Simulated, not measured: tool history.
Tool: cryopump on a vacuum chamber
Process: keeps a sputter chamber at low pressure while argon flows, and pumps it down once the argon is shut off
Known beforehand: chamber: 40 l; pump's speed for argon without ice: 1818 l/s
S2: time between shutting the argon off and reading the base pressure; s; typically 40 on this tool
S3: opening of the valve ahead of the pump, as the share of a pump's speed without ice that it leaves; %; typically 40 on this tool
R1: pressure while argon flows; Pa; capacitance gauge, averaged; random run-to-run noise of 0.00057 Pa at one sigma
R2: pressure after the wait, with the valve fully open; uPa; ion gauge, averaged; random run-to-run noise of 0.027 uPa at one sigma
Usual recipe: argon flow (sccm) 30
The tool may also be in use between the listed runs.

run 1 day=0 | argon_flow_(sccm)=30 S2=40 S3=40 | R1=0.0748 R2=1.62
run 2 day=4.075 | argon_flow_(sccm)=30 S2=40 S3=40 | R1=0.0763 R2=1.68
run 3 day=7.438 | argon_flow_(sccm)=46 S2=40 S3=40 | R1=0.1175 R2=1.74
run 4 day=11.246 | argon_flow_(sccm)=46 S2=40 S3=40 | R1=0.1205 R2=1.71
-- day=11.829 pump warmed up, emptied and cooled again
run 5 day=14.8 | argon_flow_(sccm)=46 S2=40 S3=16 | R1=0.2696 R2=1.69
run 6 day=18.721 | argon_flow_(sccm)=59 S2=40 S3=40 | R1=0.1405 R2=1.72
-- day=20.946 leaking fittings of the chamber tightened, without venting
run 7 day=23.5 | argon_flow_(sccm)=59 S2=40 S3=40 | R1=0.143 R2=1.26

Run 8 is up next; what results do you expect?
run 8 day=26.696 | argon_flow_(sccm)=59 S2=40 S3=40 | R1=? R2=?

{"run 8": {"R1": 0.1439, "R2": 1.27}}
Had the tool carried no hidden state, the very same run would have given R1 0.1369 Pa, R2 1.2 uPa.
